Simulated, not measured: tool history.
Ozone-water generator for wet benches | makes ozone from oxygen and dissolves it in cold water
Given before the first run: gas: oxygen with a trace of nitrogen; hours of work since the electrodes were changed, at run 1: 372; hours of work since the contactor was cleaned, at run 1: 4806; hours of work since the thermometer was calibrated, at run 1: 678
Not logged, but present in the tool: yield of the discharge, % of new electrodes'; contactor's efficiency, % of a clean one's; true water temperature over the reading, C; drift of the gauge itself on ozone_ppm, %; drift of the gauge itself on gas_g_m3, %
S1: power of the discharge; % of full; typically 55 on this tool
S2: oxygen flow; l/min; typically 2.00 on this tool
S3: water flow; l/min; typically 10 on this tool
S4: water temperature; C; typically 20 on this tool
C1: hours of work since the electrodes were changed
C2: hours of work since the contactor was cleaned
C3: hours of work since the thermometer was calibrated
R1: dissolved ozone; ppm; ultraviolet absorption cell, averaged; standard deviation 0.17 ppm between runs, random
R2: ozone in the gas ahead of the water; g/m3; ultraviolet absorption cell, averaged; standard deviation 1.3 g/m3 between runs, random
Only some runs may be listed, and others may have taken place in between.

run,hour,S1,S2,S3,S4,C1,C2,C3,R1,R2
1,0.0,55,2.00,10,20,372,4806,678,22.9,233.9
2,33.7,55,2.00,10,20,396,4830,702,23.0,235.3
3,66.5,49,2.00,10,20,419,4853,725,21.2,213.8
4,87.8,49,2.00,10,20,434,4868,740,21.4,213.3
5,107.2,49,2.00,10,20,447,4882,754,21.3,215.6
6,134.5,49,2.00,10,20,466,4901,773,21.2,212.4
7,162.4,97,2.00,10,20,486,4920,792,35.2,350.8
8,178.3,44,1.51,7,19,497,4932,804,25.3,228.2
9,204.1,55,2.87,10,14,515,4950,822,25.6,193.2
10,220.8,55,2.87,10,14,527,4962,833,25.5,190.1

Subtracting, for every run, the result it would have given without the tool's unlogged condition from the measured result gives the following. The same run-to-run variation enters both numbers; the gauge's scatter may not:
run,R1,R2
1,-0.6,+1.1
2,-0.6,+1.0
3,-0.6,+0.8
4,-0.6,+0.7
5,-0.6,+0.7
6,-0.6,+0.7
7,-1.0,+1.6
8,-0.6,+0.5
9,-0.8,+0.5
10,-0.8,+0.4
